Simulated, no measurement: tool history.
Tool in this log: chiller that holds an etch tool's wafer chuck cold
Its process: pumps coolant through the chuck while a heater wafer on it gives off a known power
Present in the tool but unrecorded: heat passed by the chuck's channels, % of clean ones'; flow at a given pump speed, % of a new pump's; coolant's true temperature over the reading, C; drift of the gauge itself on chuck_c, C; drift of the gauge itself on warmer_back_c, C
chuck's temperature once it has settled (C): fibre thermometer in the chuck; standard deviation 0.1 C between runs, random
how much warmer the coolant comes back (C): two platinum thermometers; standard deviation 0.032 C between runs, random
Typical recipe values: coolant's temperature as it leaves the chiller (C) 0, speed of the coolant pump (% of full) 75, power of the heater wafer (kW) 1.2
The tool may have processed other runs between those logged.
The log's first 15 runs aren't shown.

run     day  coolant's temperature as it leaves the chiller (C)  speed of the coolant pump (% of full)  power of the heater wafer (kW)  hours since the coolant was changed and the channels were flushed  hours since the pump was overhauled  hours since the chiller's thermometer was calibrated  chuck's temperature once it has settled (C)  how much warmer the coolant comes back (C)
 16  28.092                                                  -5                                     75                             1.2                                                               3527                                 3043                                                  3779                                          6.5                                        3.87
 17  29.888                                                   9                                     68                           1.471                                                               3570                                 3086                                                  3822                                         24.2                                         5.2
 18  31.008                                                   0                                     75                           0.632                                                               3597                                 3113                                                  3849                                          6.2                                        1.99
 19   32.45                                                   2                                     99                           0.622                                                               3631                                 3148                                                  3884                                            7                                        1.46
 20  34.508                                                   2                                     99                           0.622                                                               3681                                 3197                                                  3933                                          7.2                                        1.44
 21  36.988                                                  -7                                     82                             1.2                                                               3740                                 3257                                                  3992                                            4                                        3.49
 22  38.679                                                  -3                                     68                           1.509                                                               3781                                 3297                                                  4033                                         12.6                                        5.39
 23  40.779                                                   2                                     71                           1.509                                                               3831                                 3348                                                  4083                                           17                                        5.05
 24  42.833                                                   0                                     75                           1.769                                                               3880                                 3397                                                  4133                                           17                                        5.71
 25  44.212                                                   9                                     61                           1.177                                                               3913                                 3430                                                  4166                                         22.3                                        4.76
 26  45.558                                                  -3                                     69                             1.2                                                               3946                                 3462                                                  4198                                          9.2                                        4.19
 27  46.617                                                  -5                                     90                           1.404                                                               3971                                 3488                                                  4224                                          7.1                                        3.74
 28  48.108                                                   0                                     68                           1.626                                                               4007                                 3524                                                  4259                                           17                                        5.78
 29  50.112                                                   0                                     68                           1.626                                                               4055                                 3572                                                  4308                                         16.9                                        5.76
 30  52.654                                                   0                                     68                           1.626                                                               4116                                 3633                                                  4368                                           17                                        5.72
 31  54.617                                                   0                                     98                           1.626                                                               4163                                 3680                                                  4416                                         13.1                                        3.88
 32  55.992                                                   0                                     98                           1.626                                                               4196                                 3713                                                  4449                                         13.1                                        3.89

Below are 3 alternative next runs, each starting from the tool's condition after run 32. Predict each:
  A  57.562                                                  -6                                     60                           0.859                                                               4234                                 3750                                                  4486                                            ?                                           ?
  B  57.562                                                   5                                     75                           0.725                                                               4234                                 3750                                                  4486                                            ?                                           ?
  C  57.562                                                   8                                     98                           0.962                                                               4234                                 3750                                                  4486                                            ?                                           ?

run  chuck's temperature once it has settled (C)  how much warmer the coolant comes back (C)
  A                                          3.9                                        3.49
  B                                         12.1                                        2.28
  C                                         15.9                                        2.29
What these runs would have given with no unlogged condition in the tool:
run  chuck's temperature once it has settled (C)  how much warmer the coolant comes back (C)
  A                                          2.9                                        3.38
  B                                         11.3                                        2.21
  C                                         15.1                                        2.22
